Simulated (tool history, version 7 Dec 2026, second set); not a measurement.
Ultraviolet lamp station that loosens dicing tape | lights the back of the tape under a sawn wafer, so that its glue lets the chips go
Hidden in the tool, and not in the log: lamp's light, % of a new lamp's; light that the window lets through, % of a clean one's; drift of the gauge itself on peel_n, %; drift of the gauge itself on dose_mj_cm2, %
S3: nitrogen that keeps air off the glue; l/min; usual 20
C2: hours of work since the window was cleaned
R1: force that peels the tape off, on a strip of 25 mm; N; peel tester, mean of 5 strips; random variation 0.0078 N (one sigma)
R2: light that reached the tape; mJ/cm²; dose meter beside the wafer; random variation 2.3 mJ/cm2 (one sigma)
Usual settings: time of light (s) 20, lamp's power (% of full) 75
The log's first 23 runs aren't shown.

Run 24, hour 647.8: usual settings but time of light (s) 13, lamp's power (% of full) 95, S3 15 l/min; hours of work of the lamp 389; C2 140. Result: R1 1.103 N, R2 140 mJ/cm².
Run 25, hour 681.6: usual settings but time of light (s) 13, lamp's power (% of full) 95, S3 15 l/min; hours of work of the lamp 414; C2 164. Result: R1 1.167 N, R2 136 mJ/cm².
Run 26, hour 703.8: usual settings but time of light (s) 30, lamp's power (% of full) 69, S3 16 l/min; hours of work of the lamp 429; C2 180. Result: R1 0.435 N, R2 221 mJ/cm².
Run 27, hour 726.7: usual settings but time of light (s) 31, lamp's power (% of full) 96, S3 9 l/min; hours of work of the lamp 446; C2 196. Result: R1 0.329 N, R2 315 mJ/cm².
Run 28, hour 743.4: usual settings but time of light (s) 29, lamp's power (% of full) 73; hours of work of the lamp 458; C2 208. Result: R1 0.374 N, R2 218 mJ/cm².
Run 29, hour 781.4: usual settings but time of light (s) 23, lamp's power (% of full) 73; hours of work of the lamp 485; C2 235. Result: R1 0.679 N, R2 165 mJ/cm².
Run 30, hour 802.1: usual settings but time of light (s) 23, lamp's power (% of full) 67, S3 10 l/min; hours of work of the lamp 499; C2 250. Result: R1 1.198 N, R2 152 mJ/cm².
Run 31, hour 829.4: usual settings but time of light (s) 23, lamp's power (% of full) 67, S3 10 l/min; hours of work of the lamp 519; C2 270. Result: R1 1.283 N, R2 145 mJ/cm².
Run 32, hour 856.6: usual settings but time of light (s) 29, lamp's power (% of full) 69, S3 30 l/min; hours of work of the lamp 538; C2 289. Result: R1 0.442 N, R2 185 mJ/cm².
Run 33, hour 885.6: usual settings but time of light (s) 29, lamp's power (% of full) 69, S3 30 l/min; hours of work of the lamp 559; C2 310. Result: R1 0.467 N, R2 179 mJ/cm².
Run 34, hour 915.2: usual settings but time of light (s) 30, lamp's power (% of full) 89; hours of work of the lamp 580; C2 331. Result: R1 0.336 N, R2 233 mJ/cm².
Run 35, hour 942.4: usual settings but time of light (s) 13, lamp's power (% of full) 89, S3 8 l/min; hours of work of the lamp 599; C2 350. Result: R1 2.124 N, R2 97 mJ/cm².
Run 36, hour 963.1: usual settings but time of light (s) 13, lamp's power (% of full) 89, S3 8 l/min; hours of work of the lamp 614; C2 365. Result: R1 2.177 N, R2 95 mJ/cm².
At hour 973.7: lamp changed.
Run 37, hour 986.4: usual settings but time of light (s) 11; hours of work of the lamp 9; C2 381. Result: R1 1.251 N, R2 119 mJ/cm².
Run 38, hour 1003.8: usual settings but time of light (s) 11, lamp's power (% of full) 70, S3 7 l/min; hours of work of the lamp 21; C2 393. Result: R1 1.991 N, R2 104 mJ/cm².
Run 39, hour 1029: usual settings but time of light (s) 11, lamp's power (% of full) 70, S3 7 l/min; hours of work of the lamp 39; C2 411. Result: R1 2.104 N, R2 104 mJ/cm².
Run 40, hour 1045.1: usual settings but time of light (s) 11, lamp's power (% of full) 70, S3 7 l/min; hours of work of the lamp 51; C2 423. Result: R1 2.118 N, R2 106 mJ/cm².
Run 41, hour 1071.5: usual settings but time of light (s) 31, lamp's power (% of full) 70, S3 7 l/min; hours of work of the lamp 70; C2 441. Result: R1 0.473 N, R2 292 mJ/cm².
Run 42, hour 1101.8: usual settings but time of light (s) 10, lamp's power (% of full) 83, S3 17 l/min; hours of work of the lamp 91; C2 463. Result: R1 1.523 N, R2 107 mJ/cm².

4 ways to go on from here, each from the tool as it stands after run 42. What would each give?
Run A, hour 1132.1: usual settings but time of light (s) 10, lamp's power (% of full) 63, S3 7 l/min; hours of work of the lamp 113; C2 485. Result: R1 ?, R2 ?.
Run B, hour 1132.1: usual settings but time of light (s) 29, lamp's power (% of full) 82, S3 21 l/min; hours of work of the lamp 113; C2 485. Result: R1 ?, R2 ?.
Run C, hour 1132.1: usual settings but lamp's power (% of full) 88, S3 19 l/min; hours of work of the lamp 113; C2 485. Result: R1 ?, R2 ?.
Run D, hour 1132.1: usual settings but time of light (s) 23, lamp's power (% of full) 91, S3 6 l/min; hours of work of the lamp 113; C2 485. Result: R1 ?, R2 ?.

run     R1   R2
  A   2.57   80
  B  0.153  305
  C  0.362  219
  D  0.664  266
Without the tool's hidden state the same runs would have given:
run     R1   R2
  A  2.151  101
  B  0.087  385
  C  0.204  277
  D  0.404  336
